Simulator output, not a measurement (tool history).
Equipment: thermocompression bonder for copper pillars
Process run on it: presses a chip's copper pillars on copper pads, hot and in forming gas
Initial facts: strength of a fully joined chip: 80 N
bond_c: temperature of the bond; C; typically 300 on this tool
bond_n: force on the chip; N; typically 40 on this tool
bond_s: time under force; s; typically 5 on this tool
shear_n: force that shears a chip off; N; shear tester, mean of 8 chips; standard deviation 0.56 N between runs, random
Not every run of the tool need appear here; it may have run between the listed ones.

{"run": 1, "day": 0.0, "bond_c": 300, "bond_n": 40, "bond_s": 5, "shear_n": 51.6}
{"run": 2, "day": 0.254, "bond_c": 316, "bond_n": 40, "bond_s": 5, "shear_n": 59.8}
{"run": 3, "day": 0.533, "bond_c": 300, "bond_n": 40, "bond_s": 5, "shear_n": 52.8}
{"run": 4, "day": 1.071, "bond_c": 300, "bond_n": 40, "bond_s": 5, "shear_n": 52.1}
{"run": 5, "day": 1.338, "bond_c": 300, "bond_n": 40, "bond_s": 5, "shear_n": 52.8}
{"run": 6, "day": 1.688, "bond_c": 300, "bond_n": 40, "bond_s": 5, "shear_n": 52.7}
{"run": 7, "day": 1.912, "bond_c": 300, "bond_n": 40, "bond_s": 5, "shear_n": 52.3}
{"run": 8, "day": 2.162, "bond_c": 300, "bond_n": 40, "bond_s": 5, "shear_n": 52.5}
{"day": 2.267, "done": "force cell calibrated"}
{"run": 9, "day": 2.7, "bond_c": 300, "bond_n": 40, "bond_s": 5, "shear_n": 52.3}
{"run": 10, "day": 3.242, "bond_c": 297, "bond_n": 40, "bond_s": 3, "shear_n": 43.2}
{"run": 11, "day": 3.629, "bond_c": 295, "bond_n": 40, "bond_s": 7, "shear_n": 53.2}
{"run": 12, "day": 4.029, "bond_c": 276, "bond_n": 55, "bond_s": 5, "shear_n": 48.8}
{"day": 4.25, "done": "force cell calibrated, once more"}
{"run": 13, "day": 4.333, "bond_c": 276, "bond_n": 55, "bond_s": 5, "shear_n": 50.2}
{"run": 14, "day": 4.742, "bond_c": 275, "bond_n": 40, "bond_s": 11, "shear_n": 51.3}

Had the tool no unlogged condition, and each run kept its random variation, what would the results have been?
Hidden state present: true temperature of the bond over the reading, C; force that reaches the chip, % of what is set; oxide that the forming gas leaves, % of the face; drift of the gauge itself on shear_n, %.
run=1 shear_n=51.7
run=2 shear_n=60.4
run=3 shear_n=52.9
run=4 shear_n=52.3
run=5 shear_n=53
run=6 shear_n=53
run=7 shear_n=52.6
run=8 shear_n=52.8
run=9 shear_n=52.7
run=10 shear_n=43.3
run=11 shear_n=53.9
run=12 shear_n=49
run=13 shear_n=50.3
run=14 shear_n=51.7
